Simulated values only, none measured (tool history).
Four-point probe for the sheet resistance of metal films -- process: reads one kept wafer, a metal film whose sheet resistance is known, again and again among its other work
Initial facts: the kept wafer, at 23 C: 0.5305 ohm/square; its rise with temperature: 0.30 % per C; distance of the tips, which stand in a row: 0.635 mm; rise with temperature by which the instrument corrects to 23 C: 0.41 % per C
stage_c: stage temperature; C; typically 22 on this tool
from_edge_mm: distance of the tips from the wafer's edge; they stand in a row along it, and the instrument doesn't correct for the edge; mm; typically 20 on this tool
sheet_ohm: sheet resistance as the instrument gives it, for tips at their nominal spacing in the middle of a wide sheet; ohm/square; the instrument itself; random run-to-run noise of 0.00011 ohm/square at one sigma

| run | hour | stage_c | from_edge_mm | sheet_ohm |
|---|---|---|---|---|
| 1 | 0 | 22 | 20 | 0.536554 |
| 2 | 28 | 22 | 11 | 0.537116 |
| 3 | 52.6 | 22 | 21 | 0.536541 |
| 4 | 84.9 | 22 | 21 | 0.536754 |
| 5 | 113 | 22 | 3 | 0.549272 |
| 6 | 130.9 | 24 | 20 | 0.535839 |
| 7 | 163.9 | 24 | 20 | 0.535828 |
| 8 | 179.1 | 31 | 20 | 0.532105 |
| 9 | 201 | 31 | 20 | 0.532175 |
| 10 | 234.7 | 31 | 20 | 0.532365 |
| 11 | 252.1 | 22 | 29 | 0.537166 |
| 12 | 276.9 | 22 | 20 | 0.537227 |
| 13 | 297.8 | 29 | 27 | 0.533353 |
| 14 | 323.5 | 26 | 11 | 0.5357 |
| 15 | 352.1 | 25 | 24 | 0.535803 |
| 16 | 367.9 | 25 | 24 | 0.535796 |

Forecast run 17:
| 17 | 385.9 | 33 | 71 | ? |

{"run 17": {"sheet_ohm": 0.531486}}
With no hidden state in the tool, this same run would have given sheet_ohm 0.525364 ohm/square.
